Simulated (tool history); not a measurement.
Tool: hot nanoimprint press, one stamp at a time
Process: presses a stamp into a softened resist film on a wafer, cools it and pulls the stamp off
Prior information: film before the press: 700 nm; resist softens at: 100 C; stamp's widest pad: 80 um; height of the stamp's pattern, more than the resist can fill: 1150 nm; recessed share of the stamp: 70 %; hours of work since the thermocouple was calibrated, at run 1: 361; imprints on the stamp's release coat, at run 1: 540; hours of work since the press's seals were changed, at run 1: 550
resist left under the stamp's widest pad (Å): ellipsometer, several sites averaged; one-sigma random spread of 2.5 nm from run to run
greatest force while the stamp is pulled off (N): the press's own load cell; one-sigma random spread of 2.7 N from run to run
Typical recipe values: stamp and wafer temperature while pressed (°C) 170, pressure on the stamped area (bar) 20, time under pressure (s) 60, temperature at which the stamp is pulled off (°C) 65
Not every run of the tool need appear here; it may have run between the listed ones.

run,hour,stamp and wafer temperature while pressed (°C),pressure on the stamped area (bar),time under pressure (s),temperature at which the stamp is pulled off (°C),hours of work since the thermocouple was calibrated,imprints on the stamp's release coat,hours of work since the press's seals were changed,resist left under the stamp's widest pad (Å),greatest force while the stamp is pulled off (N)
1,0,170,20,60,65,361,540,550,3952,143
2,52.2,170,20,60,65,386,618,575,3965,149
3,102.4,170,20,60,69,410,693,599,3945,145
# hour 109.2: plate thermocouple calibrated
4,147.9,170,23,60,65,18,757,619,3975,152
5,180.6,170,20,36,65,34,806,634,4804,162
6,214,170,20,36,65,50,856,650,4813,153
# hour 241.5: stamp cleaned and given a new release coat
7,263,170,20,36,65,70,32,671,4756,122
8,295.1,170,20,51,65,86,81,686,4363,125
9,327.3,170,20,51,65,101,129,701,4336,133
10,352.2,170,20,51,65,113,166,713,4376,136
11,390.7,170,20,51,65,131,224,732,4339,131
12,431.7,170,20,60,65,150,285,751,4153,131
13,476.3,170,20,60,65,172,352,772,4139,135
14,521.7,170,20,60,65,193,420,794,4145,139
15,549.6,170,20,60,65,207,462,807,4123,140
16,573.1,164,13.2,92,72,218,497,818,5231,138
17,624.4,174,16.4,92,72,242,574,843,3366,139
18,648.7,174,16.4,92,72,254,610,854,3345,144
19,686.1,159,16.4,92,61,271,666,872,5580,155
20,736.8,159,16.4,92,61,296,742,896,5613,152
21,787.2,161,13.5,60,70,319,818,920,5922,158
22,814,161,13.5,60,70,332,858,933,5959,157
# hour 841: stamp cleaned and given a new release coat
23,871.3,169,20,59,65,357,45,957,4254,127
24,902,160,13.3,59,65,371,91,972,6114,125
25,957.9,174,20.1,59,65,398,175,998,3443,129
# hour 991.6: plate thermocouple calibrated
26,1008.7,174,20.1,59,65,8,246,1021,3605,130
27,1045,164,15.3,71,54,25,301,1038,5335,143
# hour 1061.5: press's hydraulic seals changed and the load cell set to zero
28,1096.7,170,12.9,60,56,46,366,17,4958,146
29,1126.8,170,12.9,60,65,60,411,31,4908,143
30,1171.3,158,12.9,60,65,82,478,52,6271,149

A few steps of resist left under the stamp's widest pad (Å) between consecutive runs. Split each: what settings, incoming material and random variation would produce without the hidden state, and what is left over for the hidden state, along with gauge scatter present in only one of the two compared results (measured, and without hidden state):
The tool's hidden condition here consists of: true temperature over the reading, C; pressure that arrives at the usual setting, %; grip of the stamp's worn release coat, % over a new coat's; drift of the gauge itself on residual_nm, %; drift of the gauge itself on pull_off_n, %.
Run 3 -> 4: pressure on the stamped area (bar) 20 -> 23, temperature at which the stamp is pulled off (°C) 69 -> 65, plate thermocouple calibrated. resist left under the stamp's widest pad (Å) +30: hidden state +286, all else -256.
Run 16 -> 17: stamp and wafer temperature while pressed (°C) 164 -> 174, pressure on the stamped area (bar) 13.2 -> 16.4. resist left under the stamp's widest pad (Å) -1865: hidden state +1, all else -1866.
Run 18 -> 19: stamp and wafer temperature while pressed (°C) 174 -> 159, temperature at which the stamp is pulled off (°C) 72 -> 61. resist left under the stamp's widest pad (Å) +2235: hidden state -14, all else +2249.
Run 24 -> 25: stamp and wafer temperature while pressed (°C) 160 -> 174, pressure on the stamped area (bar) 13.3 -> 20.1. resist left under the stamp's widest pad (Å) -2671: hidden state -24, all else -2647.
Run 25 -> 26: plate thermocouple calibrated. resist left under the stamp's widest pad (Å) +162: hidden state +140, all else +22.
Run 27 -> 28: stamp and wafer temperature while pressed (°C) 164 -> 170, pressure on the stamped area (bar) 15.3 -> 12.9, time under pressure (s) 71 -> 60, temperature at which the stamp is pulled off (°C) 54 -> 56, press's hydraulic seals changed and the load cell set to zero. resist left under the stamp's widest pad (Å) -377: hidden state -36, all else -341.
